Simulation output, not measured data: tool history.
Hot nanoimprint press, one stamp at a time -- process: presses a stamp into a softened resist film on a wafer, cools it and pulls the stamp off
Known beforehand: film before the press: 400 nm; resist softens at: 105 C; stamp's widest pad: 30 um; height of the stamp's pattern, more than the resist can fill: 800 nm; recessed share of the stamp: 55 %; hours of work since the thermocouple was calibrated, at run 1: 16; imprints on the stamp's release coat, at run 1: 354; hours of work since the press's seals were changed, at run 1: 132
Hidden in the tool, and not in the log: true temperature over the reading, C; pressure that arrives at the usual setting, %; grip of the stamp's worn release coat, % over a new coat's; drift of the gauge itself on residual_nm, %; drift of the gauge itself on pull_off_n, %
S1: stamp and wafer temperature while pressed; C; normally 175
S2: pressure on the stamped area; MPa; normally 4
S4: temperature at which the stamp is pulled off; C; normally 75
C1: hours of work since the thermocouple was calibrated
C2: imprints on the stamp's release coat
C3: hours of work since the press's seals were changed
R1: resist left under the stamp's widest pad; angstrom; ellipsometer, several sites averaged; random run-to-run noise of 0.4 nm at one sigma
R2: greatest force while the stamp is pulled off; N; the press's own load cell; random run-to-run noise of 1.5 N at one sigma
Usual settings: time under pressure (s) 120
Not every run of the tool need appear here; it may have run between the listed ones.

{"run": 1, "day": 0.0, "S1": 175, "S2": 4, "time under pressure (s)": 120, "S4": 75, "C1": 16, "C2": 354, "C3": 132, "R1": 1877, "R2": 132}
{"run": 2, "day": 0.442, "S1": 175, "S2": 4, "time under pressure (s)": 120, "S4": 75, "C1": 21, "C2": 368, "C3": 136, "R1": 1880, "R2": 131}
{"run": 3, "day": 0.875, "S1": 175, "S2": 4, "time under pressure (s)": 120, "S4": 75, "C1": 25, "C2": 382, "C3": 140, "R1": 1882, "R2": 130}
{"run": 4, "day": 1.333, "S1": 175, "S2": 5.85, "time under pressure (s)": 120, "S4": 75, "C1": 29, "C2": 397, "C3": 145, "R1": 1560, "R2": 131}
{"run": 5, "day": 1.762, "S1": 175, "S2": 5.85, "time under pressure (s)": 120, "S4": 75, "C1": 34, "C2": 410, "C3": 149, "R1": 1567, "R2": 129}
{"run": 6, "day": 2.217, "S1": 175, "S2": 5.85, "time under pressure (s)": 120, "S4": 75, "C1": 38, "C2": 425, "C3": 154, "R1": 1569, "R2": 131}
{"run": 7, "day": 2.479, "S1": 175, "S2": 5.85, "time under pressure (s)": 120, "S4": 75, "C1": 41, "C2": 433, "C3": 156, "R1": 1564, "R2": 132}
{"run": 8, "day": 3.0, "S1": 175, "S2": 5.85, "time under pressure (s)": 120, "S4": 75, "C1": 46, "C2": 450, "C3": 161, "R1": 1567, "R2": 133}
{"run": 9, "day": 3.275, "S1": 175, "S2": 5.85, "time under pressure (s)": 120, "S4": 75, "C1": 49, "C2": 459, "C3": 164, "R1": 1563, "R2": 135}
{"run": 10, "day": 3.721, "S1": 175, "S2": 5.85, "time under pressure (s)": 120, "S4": 75, "C1": 53, "C2": 473, "C3": 168, "R1": 1572, "R2": 131}
{"run": 11, "day": 4.262, "S1": 175, "S2": 5.85, "time under pressure (s)": 120, "S4": 75, "C1": 58, "C2": 490, "C3": 174, "R1": 1567, "R2": 134}
{"run": 12, "day": 4.625, "S1": 175, "S2": 4, "time under pressure (s)": 120, "S4": 75, "C1": 62, "C2": 502, "C3": 177, "R1": 1881, "R2": 132}
{"run": 13, "day": 5.038, "S1": 175, "S2": 4, "time under pressure (s)": 120, "S4": 75, "C1": 66, "C2": 515, "C3": 181, "R1": 1890, "R2": 133}
{"run": 14, "day": 5.533, "S1": 175, "S2": 4, "time under pressure (s)": 120, "S4": 75, "C1": 71, "C2": 531, "C3": 186, "R1": 1880, "R2": 134}
{"run": 15, "day": 6.008, "S1": 175, "S2": 4, "time under pressure (s)": 63, "S4": 75, "C1": 75, "C2": 546, "C3": 191, "R1": 2345, "R2": 136}
{"run": 16, "day": 6.338, "S1": 182, "S2": 4, "time under pressure (s)": 148, "S4": 75, "C1": 79, "C2": 557, "C3": 194, "R1": 1410, "R2": 134}
{"run": 17, "day": 6.733, "S1": 164, "S2": 3.32, "time under pressure (s)": 120, "S4": 75, "C1": 82, "C2": 570, "C3": 198, "R1": 2778, "R2": 134}
{"run": 18, "day": 7.292, "S1": 164, "S2": 3.32, "time under pressure (s)": 120, "S4": 64, "C1": 88, "C2": 587, "C3": 203, "R1": 2777, "R2": 166}
{"run": 19, "day": 7.771, "S1": 165, "S2": 5.02, "time under pressure (s)": 120, "S4": 83, "C1": 93, "C2": 603, "C3": 208, "R1": 2330, "R2": 117}
{"run": 20, "day": 8.317, "S1": 174, "S2": 3.48, "time under pressure (s)": 92, "S4": 63, "C1": 98, "C2": 620, "C3": 213, "R1": 2264, "R2": 169}
{"run": 21, "day": 8.554, "S1": 175, "S2": 4.27, "time under pressure (s)": 120, "S4": 75, "C1": 100, "C2": 628, "C3": 216, "R1": 1832, "R2": 136}
{"run": 22, "day": 8.888, "S1": 175, "S2": 5.22, "time under pressure (s)": 223, "S4": 68, "C1": 104, "C2": 638, "C3": 219, "R1": 1317, "R2": 154}
{"run": 23, "day": 9.442, "S1": 175, "S2": 5.22, "time under pressure (s)": 223, "S4": 77, "C1": 109, "C2": 656, "C3": 224, "R1": 1309, "R2": 132}
{"run": 24, "day": 9.808, "S1": 183, "S2": 3.88, "time under pressure (s)": 120, "S4": 75, "C1": 113, "C2": 668, "C3": 228, "R1": 1508, "R2": 137}
{"run": 25, "day": 10.046, "S1": 175, "S2": 3.85, "time under pressure (s)": 120, "S4": 81, "C1": 115, "C2": 675, "C3": 230, "R1": 1935, "R2": 123}
{"run": 26, "day": 10.317, "S1": 187, "S2": 4, "time under pressure (s)": 120, "S4": 75, "C1": 118, "C2": 684, "C3": 233, "R1": 1328, "R2": 139}
{"run": 27, "day": 10.588, "S1": 178, "S2": 4, "time under pressure (s)": 62, "S4": 75, "C1": 120, "C2": 693, "C3": 236, "R1": 2184, "R2": 138}
{"run": 28, "day": 10.908, "S1": 178, "S2": 4.26, "time under pressure (s)": 62, "S4": 75, "C1": 123, "C2": 703, "C3": 239, "R1": 2122, "R2": 136}
{"run": 29, "day": 11.154, "S1": 178, "S2": 4.26, "time under pressure (s)": 62, "S4": 75, "C1": 126, "C2": 711, "C3": 241, "R1": 2124, "R2": 135}

Consider 4 possible next runs. They are alternatives, not a sequence: every one starts from the tool as it was left by run 29. What does each give?
{"run": "A", "day": 11.454, "S1": 175, "S2": 4, "time under pressure (s)": 161, "S4": 75, "C1": 129, "C2": 721, "C3": 244, "R1": "?", "R2": "?"}
{"run": "B", "day": 11.454, "S1": 178, "S2": 4.26, "time under pressure (s)": 62, "S4": 81, "C1": 129, "C2": 721, "C3": 244, "R1": "?", "R2": "?"}
{"run": "C", "day": 11.454, "S1": 183, "S2": 3.14, "time under pressure (s)": 62, "S4": 67, "C1": 129, "C2": 721, "C3": 244, "R1": "?", "R2": "?"}
{"run": "D", "day": 11.454, "S1": 173, "S2": 4, "time under pressure (s)": 158, "S4": 75, "C1": 129, "C2": 721, "C3": 244, "R1": "?", "R2": "?"}

run=A R1=1704 R2=139
run=B R1=2118 R2=124
run=C R1=2127 R2=158
run=D R1=1830 R2=138
The same runs, with their run-to-run variation unchanged, on a tool lacking any hidden condition would have given:
run=A R1=1657 R2=123
run=B R1=2066 R2=110
run=C R1=2082 R2=140
run=D R1=1780 R2=123
